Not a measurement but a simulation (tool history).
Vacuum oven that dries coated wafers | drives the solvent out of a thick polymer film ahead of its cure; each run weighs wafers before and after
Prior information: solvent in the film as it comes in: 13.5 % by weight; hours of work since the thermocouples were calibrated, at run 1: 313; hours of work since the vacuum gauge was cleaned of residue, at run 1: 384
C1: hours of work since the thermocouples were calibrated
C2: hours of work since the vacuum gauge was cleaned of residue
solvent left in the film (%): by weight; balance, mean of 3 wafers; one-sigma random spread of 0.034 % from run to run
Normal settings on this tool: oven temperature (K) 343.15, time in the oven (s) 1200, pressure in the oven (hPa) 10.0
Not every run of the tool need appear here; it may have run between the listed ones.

{"run": 1, "hour": 0.0, "oven temperature (K)": 343.15, "time in the oven (s)": 1200, "pressure in the oven (hPa)": 10.0, "C1": 313, "C2": 384, "solvent left in the film (%)": 1.38}
{"run": 2, "hour": 10.2, "oven temperature (K)": 343.15, "time in the oven (s)": 1200, "pressure in the oven (hPa)": 10.0, "C1": 319, "C2": 389, "solvent left in the film (%)": 1.42}
{"run": 3, "hour": 26.6, "oven temperature (K)": 343.15, "time in the oven (s)": 1020, "pressure in the oven (hPa)": 10.0, "C1": 327, "C2": 397, "solvent left in the film (%)": 1.76}
{"run": 4, "hour": 39.0, "oven temperature (K)": 343.15, "time in the oven (s)": 1200, "pressure in the oven (hPa)": 10.0, "C1": 333, "C2": 404, "solvent left in the film (%)": 1.46}
{"run": 5, "hour": 46.2, "oven temperature (K)": 343.15, "time in the oven (s)": 1200, "pressure in the oven (hPa)": 10.0, "C1": 337, "C2": 408, "solvent left in the film (%)": 1.34}
{"run": 6, "hour": 54.2, "oven temperature (K)": 343.15, "time in the oven (s)": 1560, "pressure in the oven (hPa)": 10.0, "C1": 341, "C2": 412, "solvent left in the film (%)": 0.93}
{"run": 7, "hour": 68.7, "oven temperature (K)": 343.15, "time in the oven (s)": 1560, "pressure in the oven (hPa)": 10.0, "C1": 349, "C2": 419, "solvent left in the film (%)": 0.97}
{"run": 8, "hour": 76.1, "oven temperature (K)": 343.15, "time in the oven (s)": 1560, "pressure in the oven (hPa)": 10.0, "C1": 353, "C2": 423, "solvent left in the film (%)": 0.95}
{"run": 9, "hour": 85.9, "oven temperature (K)": 343.15, "time in the oven (s)": 1200, "pressure in the oven (hPa)": 10.0, "C1": 358, "C2": 428, "solvent left in the film (%)": 1.37}
{"run": 10, "hour": 96.6, "oven temperature (K)": 343.15, "time in the oven (s)": 1200, "pressure in the oven (hPa)": 10.0, "C1": 363, "C2": 433, "solvent left in the film (%)": 1.32}
{"run": 11, "hour": 107.0, "oven temperature (K)": 343.15, "time in the oven (s)": 1200, "pressure in the oven (hPa)": 10.0, "C1": 368, "C2": 439, "solvent left in the film (%)": 1.43}
{"run": 12, "hour": 121.2, "oven temperature (K)": 343.15, "time in the oven (s)": 1200, "pressure in the oven (hPa)": 10.0, "C1": 376, "C2": 446, "solvent left in the film (%)": 1.41}
{"run": 13, "hour": 137.5, "oven temperature (K)": 343.15, "time in the oven (s)": 1200, "pressure in the oven (hPa)": 10.0, "C1": 384, "C2": 454, "solvent left in the film (%)": 1.35}
{"run": 14, "hour": 151.5, "oven temperature (K)": 343.15, "time in the oven (s)": 1200, "pressure in the oven (hPa)": 10.0, "C1": 391, "C2": 462, "solvent left in the film (%)": 1.37}
{"run": 15, "hour": 167.4, "oven temperature (K)": 335.15, "time in the oven (s)": 1320, "pressure in the oven (hPa)": 26.6, "C1": 399, "C2": 470, "solvent left in the film (%)": 3.58}
{"run": 16, "hour": 174.6, "oven temperature (K)": 335.15, "time in the oven (s)": 1320, "pressure in the oven (hPa)": 26.6, "C1": 403, "C2": 473, "solvent left in the film (%)": 3.65}
{"run": 17, "hour": 185.9, "oven temperature (K)": 335.15, "time in the oven (s)": 600, "pressure in the oven (hPa)": 11.3, "C1": 409, "C2": 479, "solvent left in the film (%)": 5.0}
{"run": 18, "hour": 192.8, "oven temperature (K)": 338.15, "time in the oven (s)": 1500, "pressure in the oven (hPa)": 14.4, "C1": 413, "C2": 483, "solvent left in the film (%)": 1.8}

What will run 19 give?
{"run": 19, "hour": 207.1, "oven temperature (K)": 354.15, "time in the oven (s)": 900, "pressure in the oven (hPa)": 38.9, "C1": 420, "C2": 490, "solvent left in the film (%)": "?"}

Run 19 produced solvent left in the film (%) 2.05.
On a tool with no hidden condition, and with the same random variation, this run would have come out at solvent left in the film (%) 2.05.
